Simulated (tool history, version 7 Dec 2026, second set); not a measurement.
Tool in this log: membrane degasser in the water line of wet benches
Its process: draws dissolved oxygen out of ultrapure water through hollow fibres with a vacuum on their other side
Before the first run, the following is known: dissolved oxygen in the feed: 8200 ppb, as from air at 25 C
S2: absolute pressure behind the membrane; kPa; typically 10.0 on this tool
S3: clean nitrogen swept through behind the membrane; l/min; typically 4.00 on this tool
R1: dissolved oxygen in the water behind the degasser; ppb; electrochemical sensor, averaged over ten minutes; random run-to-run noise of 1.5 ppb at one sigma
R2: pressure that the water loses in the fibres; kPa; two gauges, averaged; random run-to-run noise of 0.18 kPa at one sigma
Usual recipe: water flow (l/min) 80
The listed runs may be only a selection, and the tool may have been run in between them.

run 1 hour=0.0 | water_flow_(l/min)=80 S2=10.0 S3=4.00 | R1=300.0 R2=34.56
run 2 hour=39.4 | water_flow_(l/min)=80 S2=10.0 S3=4.00 | R1=301.0 R2=34.27
run 3 hour=65.7 | water_flow_(l/min)=80 S2=10.0 S3=4.00 | R1=301.5 R2=34.31
run 4 hour=121.3 | water_flow_(l/min)=80 S2=10.0 S3=4.00 | R1=300.8 R2=34.64
run 5 hour=158.3 | water_flow_(l/min)=80 S2=10.0 S3=4.00 | R1=301.2 R2=34.77
run 6 hour=204.7 | water_flow_(l/min)=101 S2=10.0 S3=4.00 | R1=368.8 R2=43.70
run 7 hour=255.5 | water_flow_(l/min)=80 S2=10.0 S3=9.95 | R1=134.7 R2=34.70
run 8 hour=297.9 | water_flow_(l/min)=80 S2=10.0 S3=9.95 | R1=135.7 R2=34.57
run 9 hour=336.9 | water_flow_(l/min)=80 S2=10.0 S3=4.60 | R1=268.0 R2=34.26
run 10 hour=390.9 | water_flow_(l/min)=80 S2=10.0 S3=4.60 | R1=266.5 R2=34.69
run 11 hour=438.0 | water_flow_(l/min)=57 S2=10.0 S3=4.10 | R1=218.3 R2=24.68
run 12 hour=468.2 | water_flow_(l/min)=57 S2=10.0 S3=4.10 | R1=216.0 R2=24.82
run 13 hour=525.2 | water_flow_(l/min)=92 S2=19.2 S3=2.37 | R1=1119.8 R2=39.64
run 14 hour=579.1 | water_flow_(l/min)=103 S2=19.2 S3=2.37 | R1=1219.9 R2=44.77
run 15 hour=631.2 | water_flow_(l/min)=100 S2=14.4 S3=4.00 | R1=579.3 R2=43.37
run 16 hour=677.9 | water_flow_(l/min)=80 S2=7.0 S3=3.60 | R1=191.2 R2=34.70
run 17 hour=734.0 | water_flow_(l/min)=80 S2=14.1 S3=4.92 | R1=393.6 R2=34.46

For some of the steps in R1 from one run to the next: how much would appear even if the tool had no hidden state, given the settings, what came in and random variation, and how much remains for the hidden state plus any gauge scatter that the measured result and the result without hidden state don't share?
The tool's hidden condition here consists of: membrane still open, %; true pressure behind the membrane over the reading, kPa; air that leaks in behind the membrane, l/min; drift of the gauge itself on oxygen_ppb, %; drift of the gauge itself on loss_of_pressure_kpa, %.
Run 12 -> 13: water flow (l/min) 57 -> 92, S2 10.0 -> 19.2, S3 4.10 -> 2.37. R1 +903.8 ppb: hidden state +1.8, all else +902.0.
